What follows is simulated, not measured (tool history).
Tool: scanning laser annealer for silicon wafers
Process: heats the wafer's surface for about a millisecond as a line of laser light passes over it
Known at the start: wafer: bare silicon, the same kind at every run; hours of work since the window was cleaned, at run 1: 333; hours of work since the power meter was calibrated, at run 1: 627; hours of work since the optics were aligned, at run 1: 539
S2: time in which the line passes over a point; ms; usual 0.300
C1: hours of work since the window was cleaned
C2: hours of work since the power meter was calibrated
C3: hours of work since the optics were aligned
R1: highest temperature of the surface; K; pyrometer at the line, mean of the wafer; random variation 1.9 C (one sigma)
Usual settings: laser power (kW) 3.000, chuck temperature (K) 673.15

Run 1, hour 0.0: usual settings; C1 333; C2 627; C3 539. Result: R1 1368.15 K.
Run 2, hour 24.2: usual settings but S2 0.229 ms; C1 348; C2 642; C3 554. Result: R1 1293.15 K.
Run 3, hour 40.6: usual settings but S2 0.229 ms; C1 359; C2 653; C3 564. Result: R1 1294.15 K.
Run 4, hour 56.7: usual settings but S2 0.229 ms; C1 369; C2 663; C3 575. Result: R1 1291.15 K.
Run 5, hour 73.7: usual settings; C1 380; C2 674; C3 586. Result: R1 1371.15 K.
Run 6, hour 99.6: usual settings but S2 0.293 ms; C1 396; C2 690; C3 602. Result: R1 1359.15 K.
Run 7, hour 125.6: usual settings but laser power (kW) 3.186, S2 0.293 ms; C1 413; C2 706; C3 618. Result: R1 1407.15 K.
Run 8, hour 141.9: usual settings but laser power (kW) 2.757, S2 0.291 ms, chuck temperature (K) 645.15; C1 423; C2 717; C3 629. Result: R1 1268.15 K.

Run 9 comes next. What will it give?
At hour 148.2: optics aligned, line set to its width.
Run 9, hour 164.2: usual settings but laser power (kW) 2.865, S2 0.253 ms, chuck temperature (K) 641.15; C1 434; C2 728; C3 10. Result: R1 ?.

Run 9 gave R1 1249.15 K.
Without the tool's hidden state the same run would have given R1 1267.15 K.
